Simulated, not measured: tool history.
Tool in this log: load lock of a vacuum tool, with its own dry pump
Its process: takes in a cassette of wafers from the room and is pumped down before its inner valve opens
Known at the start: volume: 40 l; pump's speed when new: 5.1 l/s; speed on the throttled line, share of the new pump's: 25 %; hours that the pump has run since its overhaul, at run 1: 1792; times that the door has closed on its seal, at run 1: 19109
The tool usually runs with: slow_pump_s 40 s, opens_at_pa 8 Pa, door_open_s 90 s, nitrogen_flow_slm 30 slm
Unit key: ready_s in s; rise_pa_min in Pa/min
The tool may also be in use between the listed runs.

run	hour	slow_pump_s	opens_at_pa	door_open_s	nitrogen_flow_slm	hours that the pump has run since its overhaul	times that the door has closed on its seal	incoming humidity of the room's air, %	ready_s	rise_pa_min
1	0.0	40	8	90	30	1792	19109	46.1	103.2	0.028
2	100.5	40	9	90	30	1892	19542	45.6	103.2	0.034
3	168.8	40	9	90	32	1960	19837	46.7	103.4	0.034
4	261.9	40	8	90	30	2053	20238	46.0	103.9	0.036
5	379.2	40	8	90	30	2171	20744	40.6	104.3	0.039
6	452.6	40	8	90	30	2244	21060	48.1	104.5	0.036
7	531.5	40	8	90	30	2323	21400	48.8	102.7	0.040
8	583.1	40	8	90	30	2375	21622	42.3	105.1	0.035
9	680.2	40	15	90	30	2472	22041	47.4	99.9	0.041
10	790.2	75	8	90	30	2582	22515	45.0	129.2	0.038
11	890.9	75	8	26	30	2683	22949	48.3	130.5	0.023
12	963.3	75	8	26	30	2755	23261	45.7	130.0	0.024
13	1078.4	40	8	31	30	2870	23757	47.7	103.9	0.023
14	1151.1	40	8	31	31	2943	24071	46.3	103.8	0.022
15	1261.8	40	8	90	8	3053	24548	41.6	102.9	0.060
16	1321.1	40	8	90	30	3113	24803	46.2	104.4	0.042
17	1428.4	40	8	54	30	3220	25266	43.3	103.4	0.030
# hour 1464.0: door's seal changed, seat wiped
18	1521.3	40	8	54	30	3311	247	44.4	104.4	0.028
19	1569.2	53	8	54	39	3359	453	45.4	114.3	0.018
20	1638.1	53	11	54	39	3428	750	49.2	110.7	0.023
21	1709.3	53	12	54	22	3499	1057	47.3	110.4	0.028
22	1821.3	22	12	42	45	3611	1540	45.6	86.9	0.019
23	1918.4	77	15	57	23	3708	1958	46.7	126.6	0.030
24	2016.2	20	9	91	4	3806	2380	43.4	88.1	0.073
25	2128.6	79	6	162	9	3919	2864	48.6	136.9	0.091
26	2238.6	79	6	162	9	4029	3338	41.7	136.2	0.079
27	2306.9	79	6	162	9	4097	3633	44.3	136.1	0.083
28	2416.4	50	6	162	9	4206	4105	51.3	114.9	0.099
29	2505.2	50	6	162	9	4295	4488	47.4	112.7	0.093

What will run 30 give?
30	2569.3	40	8	56	30	4359	4764	44.1	?	?

Run 30 came out at ready_s 103.7 s, rise_pa_min 0.029 Pa/min.
Without the tool's hidden state the same run would have given ready_s 103.7 s, rise_pa_min 0.028 Pa/min.
